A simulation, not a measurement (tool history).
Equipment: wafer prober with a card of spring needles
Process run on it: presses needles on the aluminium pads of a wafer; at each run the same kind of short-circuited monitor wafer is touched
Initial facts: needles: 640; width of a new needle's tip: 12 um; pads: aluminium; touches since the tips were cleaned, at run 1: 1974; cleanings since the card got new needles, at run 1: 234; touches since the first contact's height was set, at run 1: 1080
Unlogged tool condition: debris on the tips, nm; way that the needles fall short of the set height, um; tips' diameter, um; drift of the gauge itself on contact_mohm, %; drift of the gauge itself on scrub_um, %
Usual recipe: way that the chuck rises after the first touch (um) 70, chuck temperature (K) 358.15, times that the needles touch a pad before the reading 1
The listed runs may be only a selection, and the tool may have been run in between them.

run	hour	way that the chuck rises after the first touch (um)	chuck temperature (K)	times that the needles touch a pad before the reading	touches since the tips were cleaned	cleanings since the card got new needles	touches since the first contact's height was set	resistance of one needle with its contact and lead (mohm)	way that a needle slides on the pad (um)
1	0	70	358.15	1	1974	234	1080	219	19.33
# hour 3.9: tips cleaned on abrasive film
# hour 11.7: tips cleaned on abrasive film
# hour 21.4: tips cleaned on abrasive film
# hour 31: tips cleaned on abrasive film
2	35.9	51	358.15	1	2263	238	17642	255	13.95
# hour 39.8: tips cleaned on abrasive film
# hour 47.5: tips cleaned on abrasive film
# hour 57.2: tips cleaned on abrasive film
# hour 66.9: tips cleaned on abrasive film
3	72.4	51	358.15	1	2589	242	34530	258	13.99
# hour 76.4: tips cleaned on abrasive film
# hour 84.1: tips cleaned on abrasive film
# hour 91.9: tips cleaned on abrasive film
4	93.8	51	358.15	1	897	245	44365	215	13.98
# hour 101.4: tips cleaned on abrasive film
# hour 109.2: tips cleaned on abrasive film
# hour 117: tips cleaned on abrasive film
# hour 126.6: tips cleaned on abrasive film
# hour 134.8: tips cleaned on abrasive film
5	134.8	51	358.15	1	0	250	63299	197	13.88
# hour 142.6: tips cleaned on abrasive film
# hour 150.3: tips cleaned on abrasive film
# hour 158.1: tips cleaned on abrasive film
# hour 165.9: tips cleaned on abrasive film
6	167.4	70	358.15	1	725	254	78324	203	18.97
# hour 175.2: tips cleaned on abrasive film
# hour 182.9: tips cleaned on abrasive film
# hour 190.7: tips cleaned on abrasive film
7	195.7	70	358.15	1	2353	257	91402	229	18.95
# hour 199.6: tips cleaned on abrasive film
# hour 207.4: tips cleaned on abrasive film
# hour 217.1: tips cleaned on abrasive film
# hour 224.8: tips cleaned on abrasive film
# hour 232.6: tips cleaned on abrasive film
8	235.3	77	358.15	1	1270	262	109654	207	20.89
# hour 241.1: tips cleaned on abrasive film
# hour 248.9: tips cleaned on abrasive film
# hour 256.6: tips cleaned on abrasive film
# hour 264.4: tips cleaned on abrasive film
# hour 272.2: tips cleaned on abrasive film
9	272.8	77	358.15	1	301	267	126934	192	20.72
# hour 280.6: tips cleaned on abrasive film
# hour 288.3: tips cleaned on abrasive film
# hour 296.1: tips cleaned on abrasive film
10	296.5	70	358.15	1	224	270	137881	195	18.82
# hour 304.3: tips cleaned on abrasive film
# hour 314: tips cleaned on abrasive film
# hour 321.7: tips cleaned on abrasive film
11	328	70	358.15	1	2943	273	152443	236	18.69
# hour 330: tips cleaned on abrasive film
# hour 339.7: tips cleaned on abrasive film
# hour 349.4: tips cleaned on abrasive film
# hour 359: tips cleaned on abrasive film
# hour 366.8: tips cleaned on abrasive film
12	372.4	70	358.15	1	2631	278	172947	235	18.64
# hour 376.4: tips cleaned on abrasive film
# hour 384.1: tips cleaned on abrasive film
# hour 391.9: tips cleaned on abrasive film
# hour 392.2: height of the first contact set anew
# hour 399.9: tips cleaned on abrasive film
# hour 409.6: tips cleaned on abrasive film
13	416.4	70	358.15	1	3174	283	11218	237	19.23
# hour 418.4: tips cleaned on abrasive film
# hour 428.1: tips cleaned on abrasive film
# hour 437.7: tips cleaned on abrasive film
# hour 445.5: tips cleaned on abrasive film
# hour 453.3: tips cleaned on abrasive film
# hour 461: tips cleaned on abrasive film
14	462.5	70	358.15	2	715	289	32489	196	19.12
# hour 470.3: tips cleaned on abrasive film
# hour 478.1: tips cleaned on abrasive film
15	483.1	70	358.15	2	2349	291	41988	210	19.19
# hour 487: tips cleaned on abrasive film
# hour 494.8: tips cleaned on abrasive film
# hour 504.3: tips cleaned on abrasive film
16	504.3	59	341.15	2	0	294	51749	192	16.1
# hour 512: tips cleaned on abrasive film
# hour 521.7: tips cleaned on abrasive film
17	528.4	59	341.15	2	3111	296	62903	225	15.99
# hour 530.4: tips cleaned on abrasive film
# hour 540.1: tips cleaned on abrasive film
# hour 547.8: tips cleaned on abrasive film
# hour 555.6: tips cleaned on abrasive film
18	556.4	59	341.15	2	380	300	75796	196	16.03
# hour 564.1: tips cleaned on abrasive film
# hour 573.8: tips cleaned on abrasive film
# hour 581.6: tips cleaned on abrasive film
19	586.5	70	308.15	2	2329	303	89744	203	19.11
# hour 590.5: tips cleaned on abrasive film
# hour 600.1: tips cleaned on abrasive film
# hour 607.9: tips cleaned on abrasive film
# hour 617.6: tips cleaned on abrasive film
# hour 627.2: tips cleaned on abrasive film
20	630.1	65	301.15	1	1322	308	109833	214	17.61
# hour 635.9: tips cleaned on abrasive film
# hour 645.6: tips cleaned on abrasive film
# hour 655.2: tips cleaned on abrasive film
# hour 664.9: tips cleaned on abrasive film
21	671.6	65	301.15	1	3116	312	129037	241	17.48
# hour 673.6: tips cleaned on abrasive film
# hour 681.4: tips cleaned on abrasive film
# hour 691: tips cleaned on abrasive film
# hour 700.7: tips cleaned on abrasive film
# hour 708.5: tips cleaned on abrasive film
22	711.1	55	307.15	1	1215	317	147234	237	14.65
# hour 716.9: tips cleaned on abrasive film
# hour 724.7: tips cleaned on abrasive film
# hour 734.3: tips cleaned on abrasive film
# hour 742.1: tips cleaned on abrasive film
# hour 749.8: tips cleaned on abrasive film
23	750.6	55	307.15	1	345	322	165454	198	14.57
# hour 758.3: tips cleaned on abrasive film
# hour 766.1: tips cleaned on abrasive film
# hour 773.8: tips cleaned on abrasive film
# hour 781.6: tips cleaned on abrasive film
# hour 787.6: height of the first contact set anew
# hour 791.6: tips cleaned on abrasive film
# hour 799.4: tips cleaned on abrasive film
24	799.4	71	366.15	1	0	328	5377	195	19.53
# hour 807.2: tips cleaned on abrasive film
# hour 814.9: tips cleaned on abrasive film
# hour 822.7: tips cleaned on abrasive film
# hour 830.4: tips cleaned on abrasive film
# hour 838.2: tips cleaned on abrasive film
25	841.3	71	310.15	1	1457	333	24744	212	19.52

Across each entry between runs, compare the hidden state at the last listed run before it with the hidden state at the first listed run after it:
In the gap between runs 1 and 2: tips cleaned on abrasive film (hour 3.9); tips cleaned on abrasive film (hour 11.7); tips cleaned on abrasive film (hour 21.4); tips cleaned on abrasive film (hour 31)
  debris on the tips, nm: 61.1 -> 73.1; way that the needles fall short of the set height, um: 0 -> 0.22; tips' diameter, um: 16.12 -> 16.2
  the result without the hidden state subtracted from the measured one, resistance of one needle with its contact and lead (mohm): +31 -> +68; way that a needle slides on the pad (um): +0 -> -0.06
In the gap between runs 2 and 3: tips cleaned on abrasive film (hour 39.8); tips cleaned on abrasive film (hour 47.5); tips cleaned on abrasive film (hour 57.2); tips cleaned on abrasive film (hour 66.9)
  debris on the tips, nm: 73.1 -> 74.2; way that the needles fall short of the set height, um: 0.22 -> 0.42; tips' diameter, um: 16.2 -> 16.27
  the result without the hidden state subtracted from the measured one, resistance of one needle with its contact and lead (mohm): +68 -> +71; way that a needle slides on the pad (um): -0.06 -> -0.11
In the gap between runs 3 and 4: tips cleaned on abrasive film (hour 76.4); tips cleaned on abrasive film (hour 84.1); tips cleaned on abrasive film (hour 91.9)
  debris on the tips, nm: 74.2 -> 28.9; way that the needles fall short of the set height, um: 0.42 -> 0.58; tips' diameter, um: 16.27 -> 16.33
  the result without the hidden state subtracted from the measured one, resistance of one needle with its contact and lead (mohm): +71 -> +29; way that a needle slides on the pad (um): -0.11 -> -0.16
In the gap between runs 4 and 5: tips cleaned on abrasive film (hour 101.4); tips cleaned on abrasive film (hour 109.2); tips cleaned on abrasive film (hour 117); tips cleaned on abrasive film (hour 126.6); tips cleaned on abrasive film (hour 134.8)
  debris on the tips, nm: 28.9 -> 6.3; way that the needles fall short of the set height, um: 0.58 -> 0.82; tips' diameter, um: 16.33 -> 16.41
  the result without the hidden state subtracted from the measured one, resistance of one needle with its contact and lead (mohm): +29 -> +10; way that a needle slides on the pad (um): -0.16 -> -0.22
In the gap between runs 5 and 6: tips cleaned on abrasive film (hour 142.6); tips cleaned on abrasive film (hour 150.3); tips cleaned on abrasive film (hour 158.1); tips cleaned on abrasive film (hour 165.9)
  debris on the tips, nm: 6.3 -> 32.5; way that the needles fall short of the set height, um: 0.82 -> 1.03; tips' diameter, um: 16.41 -> 16.48
  the result without the hidden state subtracted from the measured one, resistance of one needle with its contact and lead (mohm): +10 -> +18; way that a needle slides on the pad (um): -0.22 -> -0.29
In the gap between runs 6 and 7: tips cleaned on abrasive film (hour 175.2); tips cleaned on abrasive film (hour 182.9); tips cleaned on abrasive film (hour 190.7)
  debris on the tips, nm: 32.5 -> 70.1; way that the needles fall short of the set height, um: 1.03 -> 1.19; tips' diameter, um: 16.48 -> 16.54
  the result without the hidden state subtracted from the measured one, resistance of one needle with its contact and lead (mohm): +18 -> +39; way that a needle slides on the pad (um): -0.29 -> -0.33
In the gap between runs 7 and 8: tips cleaned on abrasive film (hour 199.6); tips cleaned on abrasive film (hour 207.4); tips cleaned on abrasive film (hour 217.1); tips cleaned on abrasive film (hour 224.8); tips cleaned on abrasive film (hour 232.6)
  debris on the tips, nm: 70.1 -> 46.7; way that the needles fall short of the set height, um: 1.19 -> 1.45; tips' diameter, um: 16.54 -> 16.63
  the result without the hidden state subtracted from the measured one, resistance of one needle with its contact and lead (mohm): +39 -> +21; way that a needle slides on the pad (um): -0.33 -> -0.4
In the gap between runs 8 and 9: tips cleaned on abrasive film (hour 241.1); tips cleaned on abrasive film (hour 248.9); tips cleaned on abrasive film (hour 256.6); tips cleaned on abrasive film (hour 264.4); tips cleaned on abrasive film (hour 272.2)
  debris on the tips, nm: 46.7 -> 17.1; way that the needles fall short of the set height, um: 1.45 -> 1.7; tips' diameter, um: 16.63 -> 16.72
  the result without the hidden state subtracted from the measured one, resistance of one needle with its contact and lead (mohm): +21 -> +7; way that a needle slides on the pad (um): -0.4 -> -0.47
In the gap between runs 9 and 10: tips cleaned on abrasive film (hour 280.6); tips cleaned on abrasive film (hour 288.3); tips cleaned on abrasive film (hour 296.1)
  debris on the tips, nm: 17.1 -> 13.2; way that the needles fall short of the set height, um: 1.7 -> 1.85; tips' diameter, um: 16.72 -> 16.77
  the result without the hidden state subtracted from the measured one, resistance of one needle with its contact and lead (mohm): +7 -> +8; way that a needle slides on the pad (um): -0.47 -> -0.51
In the gap between runs 10 and 11: tips cleaned on abrasive film (hour 304.3); tips cleaned on abrasive film (hour 314); tips cleaned on abrasive film (hour 321.7)
  debris on the tips, nm: 13.2 -> 82.8; way that the needles fall short of the set height, um: 1.85 -> 2.03; tips' diameter, um: 16.77 -> 16.83
  the result without the hidden state subtracted from the measured one, resistance of one needle with its contact and lead (mohm): +8 -> +49; way that a needle slides on the pad (um): -0.51 -> -0.56
In the gap between runs 11 and 12: tips cleaned on abrasive film (hour 330); tips cleaned on abrasive film (hour 339.7); tips cleaned on abrasive film (hour 349.4); tips cleaned on abrasive film (hour 359); tips cleaned on abrasive film (hour 366.8)
  debris on the tips, nm: 82.8 -> 83.6; way that the needles fall short of the set height, um: 2.03 -> 2.25; tips' diameter, um: 16.83 -> 16.91
  the result without the hidden state subtracted from the measured one, resistance of one needle with its contact and lead (mohm): +49 -> +50; way that a needle slides on the pad (um): -0.56 -> -0.62
In the gap between runs 12 and 13: tips cleaned on abrasive film (hour 376.4); tips cleaned on abrasive film (hour 384.1); tips cleaned on abrasive film (hour 391.9); height of the first contact set anew (hour 392.2); tips cleaned on abrasive film (hour 399.9); tips cleaned on abrasive film (hour 409.6)
  debris on the tips, nm: 83.6 -> 90.5; way that the needles fall short of the set height, um: 2.25 -> 0.1; tips' diameter, um: 16.91 -> 17
  the result without the hidden state subtracted from the measured one, resistance of one needle with its contact and lead (mohm): +50 -> +51; way that a needle slides on the pad (um): -0.62 -> -0.03
In the gap between runs 13 and 14: tips cleaned on abrasive film (hour 418.4); tips cleaned on abrasive film (hour 428.1); tips cleaned on abrasive film (hour 437.7); tips cleaned on abrasive film (hour 445.5); tips cleaned on abrasive film (hour 453.3); tips cleaned on abrasive film (hour 461)
  debris on the tips, nm: 90.5 -> 31.6; way that the needles fall short of the set height, um: 0.1 -> 0.39; tips' diameter, um: 17 -> 17.1
  the result without the hidden state subtracted from the measured one, resistance of one needle with its contact and lead (mohm): +51 -> +11; way that a needle slides on the pad (um): -0.03 -> -0.11
In the gap between runs 14 and 15: tips cleaned on abrasive film (hour 470.3); tips cleaned on abrasive film (hour 478.1)
  debris on the tips, nm: 31.6 -> 72.7; way that the needles fall short of the set height, um: 0.39 -> 0.49; tips' diameter, um: 17.1 -> 17.14
  the result without the hidden state subtracted from the measured one, resistance of one needle with its contact and lead (mohm): +11 -> +25; way that a needle slides on the pad (um): -0.11 -> -0.14
In the gap between runs 15 and 16: tips cleaned on abrasive film (hour 487); tips cleaned on abrasive film (hour 494.8); tips cleaned on abrasive film (hour 504.3)
  debris on the tips, nm: 72.7 -> 12.8; way that the needles fall short of the set height, um: 0.49 -> 0.62; tips' diameter, um: 17.14 -> 17.18
  the result without the hidden state subtracted from the measured one, resistance of one needle with its contact and lead (mohm): +25 -> +8; way that a needle slides on the pad (um): -0.14 -> -0.17
In the gap between runs 16 and 17: tips cleaned on abrasive film (hour 512); tips cleaned on abrasive film (hour 521.7)
  debris on the tips, nm: 12.8 -> 84.6; way that the needles fall short of the set height, um: 0.62 -> 0.73; tips' diameter, um: 17.18 -> 17.22
  the result without the hidden state subtracted from the measured one, resistance of one needle with its contact and lead (mohm): +8 -> +43; way that a needle slides on the pad (um): -0.17 -> -0.2
In the gap between runs 17 and 18: tips cleaned on abrasive film (hour 530.4); tips cleaned on abrasive film (hour 540.1); tips cleaned on abrasive film (hour 547.8); tips cleaned on abrasive film (hour 555.6)
  debris on the tips, nm: 84.6 -> 19.8; way that the needles fall short of the set height, um: 0.73 -> 0.95; tips' diameter, um: 17.22 -> 17.3
  the result without the hidden state subtracted from the measured one, resistance of one needle with its contact and lead (mohm): +43 -> +12; way that a needle slides on the pad (um): -0.2 -> -0.26
In the gap between runs 18 and 19: tips cleaned on abrasive film (hour 564.1); tips cleaned on abrasive film (hour 573.8); tips cleaned on abrasive film (hour 581.6)
  debris on the tips, nm: 19.8 -> 72.6; way that the needles fall short of the set height, um: 0.95 -> 1.1; tips' diameter, um: 17.3 -> 17.35
  the result without the hidden state subtracted from the measured one, resistance of one needle with its contact and lead (mohm): +12 -> +29; way that a needle slides on the pad (um): -0.26 -> -0.3
In the gap between runs 19 and 20: tips cleaned on abrasive film (hour 590.5); tips cleaned on abrasive film (hour 600.1); tips cleaned on abrasive film (hour 607.9); tips cleaned on abrasive film (hour 617.6); tips cleaned on abrasive film (hour 627.2)
  debris on the tips, nm: 72.6 -> 48.3; way that the needles fall short of the set height, um: 1.1 -> 1.34; tips' diameter, um: 17.35 -> 17.44
  the result without the hidden state subtracted from the measured one, resistance of one needle with its contact and lead (mohm): +29 -> +38; way that a needle slides on the pad (um): -0.3 -> -0.37
In the gap between runs 20 and 21: tips cleaned on abrasive film (hour 635.9); tips cleaned on abrasive film (hour 645.6); tips cleaned on abrasive film (hour 655.2); tips cleaned on abrasive film (hour 664.9)
  debris on the tips, nm: 48.3 -> 87.3; way that the needles fall short of the set height, um: 1.34 -> 1.55; tips' diameter, um: 17.44 -> 17.51
  the result without the hidden state subtracted from the measured one, resistance of one needle with its contact and lead (mohm): +38 -> +67; way that a needle slides on the pad (um): -0.37 -> -0.43
In the gap between runs 21 and 22: tips cleaned on abrasive film (hour 673.6); tips cleaned on abrasive film (hour 681.4); tips cleaned on abrasive film (hour 691); tips cleaned on abrasive film (hour 700.7); tips cleaned on abrasive film (hour 708.5)
  debris on the tips, nm: 87.3 -> 54.3; way that the needles fall short of the set height, um: 1.55 -> 1.81; tips' diameter, um: 17.51 -> 17.6
  the result without the hidden state subtracted from the measured one, resistance of one needle with its contact and lead (mohm): +67 -> +59; way that a needle slides on the pad (um): -0.43 -> -0.5
In the gap between runs 22 and 23: tips cleaned on abrasive film (hour 716.9); tips cleaned on abrasive film (hour 724.7); tips cleaned on abrasive film (hour 734.3); tips cleaned on abrasive film (hour 742.1); tips cleaned on abrasive film (hour 749.8)
  debris on the tips, nm: 54.3 -> 16.4; way that the needles fall short of the set height, um: 1.81 -> 2.04; tips' diameter, um: 17.6 -> 17.68
  the result without the hidden state subtracted from the measured one, resistance of one needle with its contact and lead (mohm): +59 -> +21; way that a needle slides on the pad (um): -0.5 -> -0.57
In the gap between runs 23 and 24: tips cleaned on abrasive film (hour 758.3); tips cleaned on abrasive film (hour 766.1); tips cleaned on abrasive film (hour 773.8); tips cleaned on abrasive film (hour 781.6); height of the first contact set anew (hour 787.6); tips cleaned on abrasive film (hour 791.6); tips cleaned on abrasive film (hour 799.4)
  debris on the tips, nm: 16.4 -> 5.8; way that the needles fall short of the set height, um: 2.04 -> 0.09; tips' diameter, um: 17.68 -> 17.78
  the result without the hidden state subtracted from the measured one, resistance of one needle with its contact and lead (mohm): +21 -> +4; way that a needle slides on the pad (um): -0.57 -> -0.02
In the gap between runs 24 and 25: tips cleaned on abrasive film (hour 807.2); tips cleaned on abrasive film (hour 814.9); tips cleaned on abrasive film (hour 822.7); tips cleaned on abrasive film (hour 830.4); tips cleaned on abrasive film (hour 838.2)
  debris on the tips, nm: 5.8 -> 55.4; way that the needles fall short of the set height, um: 0.09 -> 0.36; tips' diameter, um: 17.78 -> 17.88
  the result without the hidden state subtracted from the measured one, resistance of one needle with its contact and lead (mohm): +4 -> +36; way that a needle slides on the pad (um): -0.02 -> -0.1

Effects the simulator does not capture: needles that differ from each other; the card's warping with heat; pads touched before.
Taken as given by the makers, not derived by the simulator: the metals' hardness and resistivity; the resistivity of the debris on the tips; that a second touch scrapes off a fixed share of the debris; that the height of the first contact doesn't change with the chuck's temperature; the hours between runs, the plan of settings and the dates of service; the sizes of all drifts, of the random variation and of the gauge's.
